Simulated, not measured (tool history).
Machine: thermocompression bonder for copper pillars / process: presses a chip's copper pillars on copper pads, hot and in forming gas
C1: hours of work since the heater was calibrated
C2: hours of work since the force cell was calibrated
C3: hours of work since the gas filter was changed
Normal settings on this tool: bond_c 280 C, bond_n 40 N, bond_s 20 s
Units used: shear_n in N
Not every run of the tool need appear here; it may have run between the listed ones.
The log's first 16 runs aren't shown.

{"run": 17, "hour": 139.6, "bond_c": 254, "bond_n": 40, "bond_s": 14, "C1": 422, "C2": 474, "C3": 90, "shear_n": 36.1}
{"run": 18, "hour": 147.2, "bond_c": 254, "bond_n": 40, "bond_s": 14, "C1": 427, "C2": 479, "C3": 96, "shear_n": 36.5}
{"run": 19, "hour": 158.9, "bond_c": 280, "bond_n": 40, "bond_s": 10, "C1": 435, "C2": 487, "C3": 104, "shear_n": 50.1}
{"run": 20, "hour": 168.9, "bond_c": 280, "bond_n": 40, "bond_s": 10, "C1": 442, "C2": 494, "C3": 111, "shear_n": 50.2}
{"run": 21, "hour": 176.4, "bond_c": 251, "bond_n": 44, "bond_s": 20, "C1": 448, "C2": 499, "C3": 116, "shear_n": 43.1}
{"run": 22, "hour": 186.4, "bond_c": 290, "bond_n": 54, "bond_s": 59, "C1": 455, "C2": 506, "C3": 123, "shear_n": 107.6}
{"run": 23, "hour": 194.5, "bond_c": 290, "bond_n": 54, "bond_s": 59, "C1": 460, "C2": 512, "C3": 128, "shear_n": 108.1}
{"run": 24, "hour": 200.4, "bond_c": 306, "bond_n": 40, "bond_s": 20, "C1": 464, "C2": 516, "C3": 133, "shear_n": 88.3}
{"hour": 202.7, "done": "forming gas filter changed"}
{"run": 25, "hour": 209.4, "bond_c": 280, "bond_n": 33, "bond_s": 58, "C1": 470, "C2": 522, "C3": 5, "shear_n": 81.1}
{"run": 26, "hour": 219.4, "bond_c": 255, "bond_n": 48, "bond_s": 28, "C1": 477, "C2": 529, "C3": 12, "shear_n": 55.3}
{"run": 27, "hour": 228.5, "bond_c": 255, "bond_n": 48, "bond_s": 28, "C1": 483, "C2": 535, "C3": 18, "shear_n": 55.4}
{"run": 28, "hour": 237.0, "bond_c": 291, "bond_n": 40, "bond_s": 20, "C1": 489, "C2": 541, "C3": 24, "shear_n": 75.1}
{"run": 29, "hour": 242.2, "bond_c": 291, "bond_n": 57, "bond_s": 43, "C1": 493, "C2": 545, "C3": 27, "shear_n": 105.1}
{"run": 30, "hour": 251.8, "bond_c": 291, "bond_n": 57, "bond_s": 43, "C1": 500, "C2": 551, "C3": 34, "shear_n": 105.6}
{"run": 31, "hour": 260.3, "bond_c": 291, "bond_n": 57, "bond_s": 43, "C1": 506, "C2": 557, "C3": 40, "shear_n": 104.5}
{"run": 32, "hour": 266.4, "bond_c": 280, "bond_n": 49, "bond_s": 14, "C1": 510, "C2": 562, "C3": 44, "shear_n": 64.1}
{"run": 33, "hour": 276.3, "bond_c": 280, "bond_n": 49, "bond_s": 14, "C1": 517, "C2": 568, "C3": 51, "shear_n": 64.7}
{"run": 34, "hour": 282.6, "bond_c": 280, "bond_n": 49, "bond_s": 14, "C1": 521, "C2": 573, "C3": 55, "shear_n": 64.4}
{"run": 35, "hour": 292.2, "bond_c": 279, "bond_n": 47, "bond_s": 13, "C1": 528, "C2": 580, "C3": 62, "shear_n": 60.0}
{"run": 36, "hour": 298.0, "bond_c": 307, "bond_n": 40, "bond_s": 20, "C1": 532, "C2": 584, "C3": 66, "shear_n": 88.4}
{"run": 37, "hour": 306.1, "bond_c": 284, "bond_n": 40, "bond_s": 19, "C1": 537, "C2": 589, "C3": 72, "shear_n": 67.2}
{"run": 38, "hour": 318.4, "bond_c": 284, "bond_n": 40, "bond_s": 19, "C1": 546, "C2": 598, "C3": 80, "shear_n": 66.3}
{"run": 39, "hour": 325.1, "bond_c": 296, "bond_n": 28, "bond_s": 34, "C1": 551, "C2": 602, "C3": 85, "shear_n": 76.3}
{"run": 40, "hour": 330.2, "bond_c": 275, "bond_n": 40, "bond_s": 24, "C1": 554, "C2": 606, "C3": 89, "shear_n": 63.3}

Below are 4 alternative next runs, each starting from the tool's condition after run 40. Predict each:
{"run": "A", "hour": 337.4, "bond_c": 261, "bond_n": 40, "bond_s": 25, "C1": 559, "C2": 611, "C3": 94, "shear_n": "?"}
{"run": "B", "hour": 337.4, "bond_c": 280, "bond_n": 51, "bond_s": 20, "C1": 559, "C2": 611, "C3": 94, "shear_n": "?"}
{"run": "C", "hour": 337.4, "bond_c": 275, "bond_n": 40, "bond_s": 21, "C1": 559, "C2": 611, "C3": 94, "shear_n": "?"}
{"run": "D", "hour": 337.4, "bond_c": 275, "bond_n": 35, "bond_s": 16, "C1": 559, "C2": 611, "C3": 94, "shear_n": "?"}

run=A shear_n=51.3
run=B shear_n=73.2
run=C shear_n=60.7
run=D shear_n=50.6
Without the tool's unlogged condition, the same runs would have read:
run=A shear_n=52.9
run=B shear_n=75.5
run=C shear_n=62.6
run=D shear_n=52.2

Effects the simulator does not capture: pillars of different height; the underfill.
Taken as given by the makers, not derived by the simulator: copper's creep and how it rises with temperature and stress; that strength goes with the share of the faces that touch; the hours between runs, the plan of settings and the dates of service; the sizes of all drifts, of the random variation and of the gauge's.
